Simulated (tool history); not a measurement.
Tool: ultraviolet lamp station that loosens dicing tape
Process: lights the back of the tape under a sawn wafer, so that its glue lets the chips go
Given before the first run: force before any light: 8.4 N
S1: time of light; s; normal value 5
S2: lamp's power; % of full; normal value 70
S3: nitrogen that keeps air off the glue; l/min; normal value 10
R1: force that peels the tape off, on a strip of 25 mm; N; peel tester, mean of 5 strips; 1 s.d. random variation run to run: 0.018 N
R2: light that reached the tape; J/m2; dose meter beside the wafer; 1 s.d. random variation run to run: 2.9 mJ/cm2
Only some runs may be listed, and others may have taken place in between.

Run 1, day 0: usual settings. Result: R1 0.988 N, R2 3910 J/m2.
Run 2, day 0.871: usual settings. Result: R1 1.027 N, R2 3820 J/m2.
Run 3, day 1.517: usual settings. Result: R1 1.041 N, R2 3820 J/m2.
Run 4, day 2.125: usual settings. Result: R1 1.017 N, R2 3780 J/m2.
Run 5, day 2.621: usual settings. Result: R1 1.099 N, R2 3780 J/m2.
Run 6, day 3.158: usual settings. Result: R1 1.082 N, R2 3770 J/m2.
Run 7, day 3.512: usual settings. Result: R1 1.132 N, R2 3750 J/m2.
Run 8, day 3.883: usual settings but S1 9 s. Result: R1 0.385 N, R2 6690 J/m2.
Run 9, day 4.688: usual settings but S1 9 s. Result: R1 0.401 N, R2 6610 J/m2.
Run 10, day 5.533: usual settings but S1 2 s. Result: R1 3.506 N, R2 1460 J/m2.
Run 11, day 6.333: usual settings. Result: R1 1.154 N, R2 3610 J/m2.
Run 12, day 7.121: usual settings. Result: R1 1.182 N, R2 3570 J/m2.
Run 13, day 7.717: usual settings. Result: R1 1.202 N, R2 3570 J/m2.
Run 14, day 8.321: usual settings. Result: R1 1.196 N, R2 3550 J/m2.
Run 15, day 8.992: usual settings. Result: R1 1.235 N, R2 3530 J/m2.
Run 16, day 9.804: usual settings but S1 3 s. Result: R1 2.54 N, R2 2110 J/m2.
Run 17, day 10.575: usual settings but S1 3 s. Result: R1 2.578 N, R2 2050 J/m2.
Run 18, day 11.433: usual settings but S1 3 s. Result: R1 2.611 N, R2 2030 J/m2.
Run 19, day 11.879: usual settings but S1 3 s. Result: R1 2.576 N, R2 2050 J/m2.
Run 20, day 12.254: usual settings but S1 3 s. Result: R1 2.694 N, R2 2010 J/m2.
Run 21, day 13.05: usual settings. Result: R1 1.323 N, R2 3370 J/m2.
Run 22, day 13.625: usual settings. Result: R1 1.349 N, R2 3360 J/m2.
Run 23, day 14.062: usual settings but S1 2 s, S2 68 % of full, S3 16 l/min. Result: R1 3.754 N, R2 1270 J/m2.
Run 24, day 14.492: usual settings but S2 67 % of full, S3 15 l/min. Result: R1 1.21 N, R2 3160 J/m2.
Run 25, day 15.046: usual settings but S2 67 % of full, S3 16 l/min. Result: R1 1.212 N, R2 3120 J/m2.
Run 26, day 15.758: usual settings but S2 93 % of full, S3 5 l/min. Result: R1 1.237 N, R2 4270 J/m2.
Run 27, day 16.133: usual settings but S2 77 % of full. Result: R1 1.173 N, R2 3560 J/m2.
Run 28, day 16.888: usual settings but S2 77 % of full. Result: R1 1.229 N, R2 3530 J/m2.
At day 17.117: window cleaned of glue's vapour.
Run 29, day 17.567: usual settings but S2 77 % of full. Result: R1 0.874 N, R2 4210 J/m2.
Run 30, day 18.379: usual settings but S3 3 l/min. Result: R1 1.949 N, R2 3810 J/m2.
Run 31, day 18.867: usual settings but S1 2 s, S2 93 % of full. Result: R1 2.504 N, R2 1980 J/m2.
Run 32, day 19.717: usual settings but S1 10 s, S2 93 % of full, S3 17 l/min. Result: R1 0.262 N, R2 10110 J/m2.
Run 33, day 20.375: usual settings but S1 10 s, S2 93 % of full, S3 17 l/min. Result: R1 0.257 N, R2 9960 J/m2.
Run 34, day 20.85: usual settings but S2 98 % of full, S3 15 l/min. Result: R1 0.52 N, R2 5200 J/m2.
Run 35, day 21.512: usual settings but S3 4 l/min. Result: R1 1.795 N, R2 3690 J/m2.
Run 36, day 22.112: usual settings but S1 6 s, S2 91 % of full. Result: R1 0.508 N, R2 5680 J/m2.
Run 37, day 22.542: usual settings but S1 7 s, S2 83 % of full. Result: R1 0.452 N, R2 6100 J/m2.
Run 38, day 23.096: usual settings but S1 3 s, S2 87 % of full, S3 3 l/min. Result: R1 2.964 N, R2 2690 J/m2.
Run 39, day 23.538: usual settings but S1 3 s, S2 87 % of full, S3 3 l/min. Result: R1 2.974 N, R2 2670 J/m2.
Run 40, day 23.938: usual settings but S1 6 s, S2 85 % of full. Result: R1 0.595 N, R2 5220 J/m2.
Run 41, day 24.379: usual settings but S1 10 s, S2 71 % of full, S3 6 l/min. Result: R1 0.425 N, R2 7250 J/m2.
Run 42, day 25.104: usual settings but S2 92 % of full, S3 16 l/min. Result: R1 0.593 N, R2 4610 J/m2.
Run 43, day 25.588: usual settings but S1 8 s, S2 95 % of full. Result: R1 0.329 N, R2 7660 J/m2.
Run 44, day 26.033: usual settings but S1 8 s, S2 95 % of full. Result: R1 0.334 N, R2 7630 J/m2.

3 options for the next run, each taken on its own from the tool as it stands now. Forecast them:
Run A, day 26.396: usual settings but S2 83 % of full. Result: R1 ?, R2 ?.
Run B, day 26.396: usual settings but S1 8 s, S2 95 % of full, S3 5 l/min. Result: R1 ?, R2 ?.
Run C, day 26.396: usual settings but S1 2 s. Result: R1 ?, R2 ?.

run     R1    R2
  A  0.885  4150
  B   0.44  7640
  C  3.775  1380
What these runs would have given with no unlogged condition in the tool:
run     R1    R2
  A  0.628  4990
  B  0.334  9170
  C  3.223  1660
